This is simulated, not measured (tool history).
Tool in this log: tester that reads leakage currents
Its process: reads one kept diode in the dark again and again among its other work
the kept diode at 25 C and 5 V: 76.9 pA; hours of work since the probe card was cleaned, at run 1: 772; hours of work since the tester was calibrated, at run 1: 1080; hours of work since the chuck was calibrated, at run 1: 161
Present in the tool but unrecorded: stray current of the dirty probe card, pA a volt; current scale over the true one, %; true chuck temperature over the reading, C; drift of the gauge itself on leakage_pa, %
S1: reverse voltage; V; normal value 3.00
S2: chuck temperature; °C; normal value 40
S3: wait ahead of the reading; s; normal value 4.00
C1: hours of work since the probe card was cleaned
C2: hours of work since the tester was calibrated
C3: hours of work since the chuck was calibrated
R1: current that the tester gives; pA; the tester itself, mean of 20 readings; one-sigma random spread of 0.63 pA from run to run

Run 1, day 0.000: usual settings; C1 772; C2 1080; C3 161. Result: R1 209.26 pA.
Run 2, day 2.883: usual settings; C1 804; C2 1112; C3 193. Result: R1 208.94 pA.
Run 3, day 5.325: usual settings but S3 1.06 s; C1 831; C2 1139; C3 220. Result: R1 209.30 pA.
Run 4, day 6.854: usual settings; C1 848; C2 1156; C3 237. Result: R1 208.58 pA.
Run 5, day 10.067: usual settings; C1 884; C2 1192; C3 272. Result: R1 208.21 pA.
Run 6, day 12.800: usual settings but S3 8.27 s; C1 914; C2 1222; C3 303. Result: R1 207.66 pA.
Run 7, day 14.717: usual settings but S3 8.27 s; C1 935; C2 1243; C3 324. Result: R1 207.44 pA.
Run 8, day 16.200: usual settings; C1 951; C2 1260; C3 340. Result: R1 206.36 pA.
Run 9, day 18.471: usual settings; C1 977; C2 1285; C3 365. Result: R1 206.32 pA.
Run 10, day 20.058: usual settings; C1 994; C2 1302; C3 383. Result: R1 207.42 pA.
Run 11, day 22.904: usual settings; C1 1026; C2 1334; C3 414. Result: R1 206.04 pA.
Run 12, day 26.017: usual settings but S1 6.59 V; C1 1060; C2 1368; C3 449. Result: R1 294.22 pA.
Run 13, day 28.296: usual settings but S3 3.87 s; C1 1085; C2 1394; C3 474. Result: R1 205.56 pA.
Run 14, day 30.004: usual settings but S3 3.87 s; C1 1104; C2 1412; C3 493. Result: R1 205.68 pA.
Run 15, day 32.988: usual settings but S3 3.87 s; C1 1137; C2 1446; C3 526. Result: R1 205.65 pA.
At day 33.292: probe card cleaned and baked.
Run 16, day 36.300: usual settings but S3 3.87 s; C1 33; C2 1481; C3 561. Result: R1 207.04 pA.
Run 17, day 39.154: usual settings but S2 39 °C, S3 3.30 s; C1 65; C2 1512; C3 593. Result: R1 192.68 pA.
Run 18, day 41.062: usual settings but S1 2.03 V, S3 0.44 s; C1 86; C2 1534; C3 614. Result: R1 174.81 pA.
Run 19, day 43.671: usual settings but S1 2.03 V, S3 0.36 s; C1 115; C2 1562; C3 643. Result: R1 173.79 pA.
Run 20, day 45.812: usual settings but S1 2.03 V, S2 35 °C, S3 0.36 s; C1 139; C2 1586; C3 667. Result: R1 119.40 pA.
At day 48.962: probe card cleaned and baked, once more.
Run 21, day 48.962: usual settings but S1 2.03 V, S2 35 °C, S3 0.36 s; C1 0; C2 1620; C3 700. Result: R1 114.20 pA.
Run 22, day 52.054: usual settings but S3 0.45 s; C1 34; C2 1654; C3 734. Result: R1 199.12 pA.
Run 23, day 54.000: usual settings but S3 0.45 s; C1 56; C2 1675; C3 756. Result: R1 199.14 pA.
Run 24, day 57.358: usual settings but S2 48 °C, S3 1.25 s; C1 93; C2 1713; C3 793. Result: R1 358.67 pA.
Run 25, day 59.992: usual settings but S1 1.25 V, S2 27 °C, S3 1.25 s; C1 122; C2 1742; C3 822. Result: R1 47.20 pA.
Run 26, day 63.083: usual settings but S1 1.25 V, S2 27 °C, S3 1.25 s; C1 156; C2 1776; C3 856. Result: R1 47.11 pA.
Run 27, day 65.246: usual settings but S2 22 °C, S3 4.49 s; C1 180; C2 1800; C3 880. Result: R1 45.29 pA.
At day 66.242: chuck's temperature calibrated.
Run 28, day 67.742: usual settings but S2 22 °C, S3 4.49 s; C1 207; C2 1827; C3 17. Result: R1 48.58 pA.
Run 29, day 70.483: usual settings but S2 55 °C, S3 6.09 s; C1 237; C2 1857; C3 47. Result: R1 622.25 pA.
Run 30, day 73.829: usual settings but S1 2.76 V, S2 53 °C, S3 0.53 s; C1 274; C2 1894; C3 84. Result: R1 521.98 pA.

How the hidden state differs across the entries between the runs, from the last listed run before each to the first after it:
Run 15 -> run 16: probe card cleaned and baked (day 33.292)
  stray current of the dirty probe card, pA a volt: 1.904 -> 2.663; current scale over the true one, %: 0.3 -> 0.31; true chuck temperature over the reading, C: -0.59 -> -0.62
  the result without the hidden state subtracted from the measured one, R1: -2.97 -> -1.15 pA
Run 20 -> run 21: probe card cleaned and baked, once more (day 48.962)
  stray current of the dirty probe card, pA a volt: 2.826 -> 0.026; current scale over the true one, %: 0.35 -> 0.36; true chuck temperature over the reading, C: -0.73 -> -0.76
  the result without the hidden state subtracted from the measured one, R1: -0.60 -> -6.60 pA
Run 27 -> run 28: chuck's temperature calibrated (day 66.242)
  stray current of the dirty probe card, pA a volt: 0.31 -> 0.352; current scale over the true one, %: 0.42 -> 0.43; true chuck temperature over the reading, C: -0.94 -> -0.15
  the result without the hidden state subtracted from the measured one, R1: -2.70 -> +0.58 pA
